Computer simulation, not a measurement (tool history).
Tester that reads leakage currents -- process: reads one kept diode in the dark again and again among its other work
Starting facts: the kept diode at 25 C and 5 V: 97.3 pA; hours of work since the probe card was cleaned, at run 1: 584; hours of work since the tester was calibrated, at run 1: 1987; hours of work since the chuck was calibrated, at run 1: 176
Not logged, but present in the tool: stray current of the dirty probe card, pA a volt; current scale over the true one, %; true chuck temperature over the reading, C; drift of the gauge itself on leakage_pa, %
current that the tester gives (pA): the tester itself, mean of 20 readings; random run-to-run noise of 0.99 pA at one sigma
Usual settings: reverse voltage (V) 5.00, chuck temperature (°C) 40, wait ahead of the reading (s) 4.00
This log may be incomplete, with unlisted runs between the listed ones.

run    hour  reverse voltage (V)  chuck temperature (°C)  wait ahead of the reading (s)  hours of work since the probe card was cleaned  hours of work since the tester was calibrated  hours of work since the chuck was calibrated  current that the tester gives (pA)
  1     0.0                 5.00                      40                           4.00                                             584                                           1987                                           176                              332.08
  2    73.9                 5.00                      46                           4.00                                             626                                           2028                                           217                              522.01
  3   157.1                 5.00                      46                           4.00                                             672                                           2075                                           264                              519.99
  4   231.2                 5.00                      46                           4.00                                             714                                           2117                                           306                              517.60
  5   324.6                 5.00                      46                           4.00                                             766                                           2169                                           358                              517.16
  6   401.6                 5.00                      40                           4.00                                             810                                           2212                                           401                              329.16
  7   494.8                 5.00                      40                           1.30                                             862                                           2264                                           453                              327.81
  8   567.2                 5.00                      40                           1.30                                             902                                           2305                                           494                              326.70
  9   632.4                 5.00                      40                           1.30                                             939                                           2342                                           531                              326.82
 10   686.2                 5.00                      28                           1.30                                             969                                           2372                                           561                              127.14
 11   776.7                 5.00                      28                           1.30                                            1020                                           2423                                           612                              127.70
 12   883.6                 5.00                      28                           1.30                                            1080                                           2482                                           671                              127.66
 13   967.5                 5.00                      28                           1.30                                            1127                                           2529                                           718                              126.84
 14  1053.0                 5.00                      28                           3.58                                            1175                                           2577                                           766                              125.51
 15  1149.2                 5.00                      28                           3.58                                            1229                                           2631                                           820                              125.53
 16  1203.8                 5.00                      40                           4.00                                            1259                                           2662                                           851                              319.99
 17  1288.9                 5.00                      40                           4.00                                            1307                                           2710                                           899                              317.17
 18  1352.0                 5.00                      40                           4.00                                            1342                                           2745                                           934                              316.76
 19  1437.5                 5.00                      40                           0.74                                            1390                                           2793                                           982                              319.91
 20  1482.2                 5.00                      40                           0.74                                            1415                                           2818                                          1007                              317.76
 21  1578.2                 5.00                      40                           0.74                                            1469                                           2872                                          1061                              319.68
 22  1641.5                 8.83                      49                           2.64                                            1505                                           2907                                          1096                              752.90
 23  1688.9                 1.83                      33                           8.71                                            1531                                           2934                                          1123                              127.84
 24  1791.8                 5.00                      24                           4.00                                            1589                                           2992                                          1181                               91.29
 25  1847.9                 5.00                      43                           0.58                                            1620                                           3023                                          1212                              397.26
 26  1932.9                 5.00                      43                           0.58                                            1668                                           3071                                          1260                              395.67
     1939.8  -- chuck's temperature calibrated
 27  2015.4                 5.00                      43                           0.58                                            1713                                           3116                                            42                              372.80
 28  2076.4                 1.52                      56                           9.82                                            1747                                           3150                                            77                              627.32
     2100.1  -- probe card cleaned and baked
 29  2175.2                 6.43                      56                           9.05                                              42                                           3204                                           130                             1027.38
     2209.2  -- chuck's temperature calibrated, once more
 30  2244.7                 7.59                      56                           9.05                                              80                                           3242                                            20                             1244.19
 31  2339.9                 7.59                      56                           9.05                                             133                                           3295                                            73                             1232.06
 32  2445.5                 7.59                      56                           2.93                                             193                                           3354                                           133                             1238.78
 33  2549.4                 1.99                      29                           0.40                                             251                                           3413                                           191                              100.30
 34  2642.6                 9.60                      25                           4.00                                             303                                           3465                                           243                              123.73
 35  2710.5                 4.24                      23                           1.48                                             341                                           3503                                           281                               77.84
 36  2780.7                 4.24                      23                           1.48                                             380                                           3542                                           320                               78.48
 37  2843.8                 4.24                      23                           1.48                                             416                                           3578                                           356                               77.84
 38  2900.5                 4.24                      23                           1.48                                             448                                           3609                                           388                               77.89
 39  3007.9                 4.28                      29                           4.00                                             508                                           3670                                           448                              127.82
 40  3069.1                 1.26                      40                           0.36                                             542                                           3704                                           482                              199.66

A few steps of current that the tester gives (pA) between consecutive runs. Split each: what settings, incoming material and random variation would produce without the hidden state, and what is left over for the hidden state, along with gauge scatter present in only one of the two compared results (measured, and without hidden state):
Run 21 -> 22: reverse voltage (V) 5.00 -> 8.83, chuck temperature (°C) 40 -> 49, wait ahead of the reading (s) 0.74 -> 2.64. current that the tester gives (pA) +433.22: hidden state -22.71, all else +455.93.
Run 22 -> 23: reverse voltage (V) 8.83 -> 1.83, chuck temperature (°C) 49 -> 33, wait ahead of the reading (s) 2.64 -> 8.71. current that the tester gives (pA) -625.06: hidden state +29.83, all else -654.89.
Run 27 -> 28: reverse voltage (V) 5.00 -> 1.52, chuck temperature (°C) 43 -> 56, wait ahead of the reading (s) 0.58 -> 9.82. current that the tester gives (pA) +254.52: hidden state -37.93, all else +292.45.
Run 28 -> 29: reverse voltage (V) 1.52 -> 6.43, wait ahead of the reading (s) 9.82 -> 9.05, probe card cleaned and baked. current that the tester gives (pA) +400.06: hidden state -60.16, all else +460.22.
Run 29 -> 30: reverse voltage (V) 6.43 -> 7.59, chuck's temperature calibrated, once more. current that the tester gives (pA) +216.81: hidden state +142.20, all else +74.61.
Run 32 -> 33: reverse voltage (V) 7.59 -> 1.99, chuck temperature (°C) 56 -> 29, wait ahead of the reading (s) 2.93 -> 0.40. current that the tester gives (pA) -1138.48: hidden state +6.05, all else -1144.53.

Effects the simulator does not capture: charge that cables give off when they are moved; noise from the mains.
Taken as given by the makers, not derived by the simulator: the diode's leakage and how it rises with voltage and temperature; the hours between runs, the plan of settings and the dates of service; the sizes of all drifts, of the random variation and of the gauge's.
